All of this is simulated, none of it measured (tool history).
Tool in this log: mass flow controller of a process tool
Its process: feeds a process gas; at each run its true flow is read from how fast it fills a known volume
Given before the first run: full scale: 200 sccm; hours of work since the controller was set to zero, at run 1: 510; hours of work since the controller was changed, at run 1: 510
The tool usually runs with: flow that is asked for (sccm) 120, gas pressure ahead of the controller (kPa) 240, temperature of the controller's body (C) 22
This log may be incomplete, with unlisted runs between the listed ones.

| run | hour | flow that is asked for (sccm) | gas pressure ahead of the controller (kPa) | temperature of the controller's body (C) | hours of work since the controller was set to zero | hours of work since the controller was changed | true flow (%) |
|---|---|---|---|---|---|---|---|
| 1 | 0 | 120 | 240 | 22 | 510 | 510 | 98.68 |
| 2 | 151.2 | 120 | 237 | 22 | 629 | 629 | 98.65 |
| 3 | 373.1 | 120 | 237 | 23 | 805 | 805 | 98.51 |
| 4 | 528.4 | 120 | 240 | 22 | 927 | 927 | 98.38 |
| 5 | 762.1 | 120 | 240 | 22 | 1112 | 1112 | 98.41 |
| 6 | 885.5 | 120 | 240 | 24 | 1209 | 1209 | 98.56 |
| 7 | 1150.1 | 120 | 240 | 24 | 1418 | 1418 | 98.57 |
| 8 | 1282.4 | 120 | 240 | 24 | 1522 | 1522 | 98.57 |
| 9 | 1447.1 | 66 | 240 | 22 | 1653 | 1653 | 97.58 |
| 10 | 1573.4 | 66 | 240 | 22 | 1752 | 1752 | 97.38 |
| 11 | 1702.4 | 120 | 240 | 21 | 1854 | 1854 | 98.09 |
| 12 | 1972.5 | 120 | 240 | 21 | 2067 | 2067 | 97.97 |
|  | 1998.5 | controller's zero set anew |
| 13 | 2083.5 | 119 | 240 | 22 | 67 | 2155 | 98 |
| 14 | 2232 | 120 | 240 | 23 | 184 | 2272 | 98.01 |
| 15 | 2378.7 | 120 | 226 | 24 | 300 | 2388 | 98.16 |
| 16 | 2592.4 | 120 | 226 | 24 | 469 | 2556 | 98.17 |
| 17 | 2825.9 | 120 | 214 | 27 | 653 | 2741 | 98.31 |
| 18 | 3054.3 | 160 | 240 | 34 | 834 | 2921 | 99.19 |
| 19 | 3263.9 | 66 | 178 | 28 | 999 | 3087 | 97.45 |
| 20 | 3378.8 | 120 | 150 | 22 | 1090 | 3177 | 98.11 |
|  | 3393.9 | controller's zero set anew, once more |
| 21 | 3542.2 | 22 | 172 | 26 | 117 | 3306 | 97.08 |
| 22 | 3668.1 | 40 | 240 | 20 | 217 | 3405 | 96.62 |
| 23 | 3908.4 | 143 | 249 | 31 | 406 | 3595 | 98.61 |
| 24 | 4180.1 | 33 | 208 | 22 | 621 | 3810 | 96.63 |
| 25 | 4373.9 | 23 | 244 | 37 | 774 | 3963 | 97.1 |
| 26 | 4572.4 | 187 | 240 | 23 | 930 | 4119 | 98.63 |

Forecast each of these 4 alternatives for the next run:
| A | 4832.2 | 187 | 152 | 23 | 1136 | 4324 | ? |
| B | 4832.2 | 53 | 191 | 23 | 1136 | 4324 | ? |
| C | 4832.2 | 120 | 240 | 21 | 1136 | 4324 | ? |
| D | 4832.2 | 120 | 259 | 22 | 1136 | 4324 | ? |

| run | true flow (%) |
|---|---|
| A | 98.91 |
| B | 96.85 |
| C | 97.4 |
| D | 97.34 |
Without the tool's unlogged condition, the same runs would have read:
| run | true flow (%) |
|---|---|
| A | 99.93 |
| B | 98.01 |
| C | 98.45 |
| D | 98.39 |
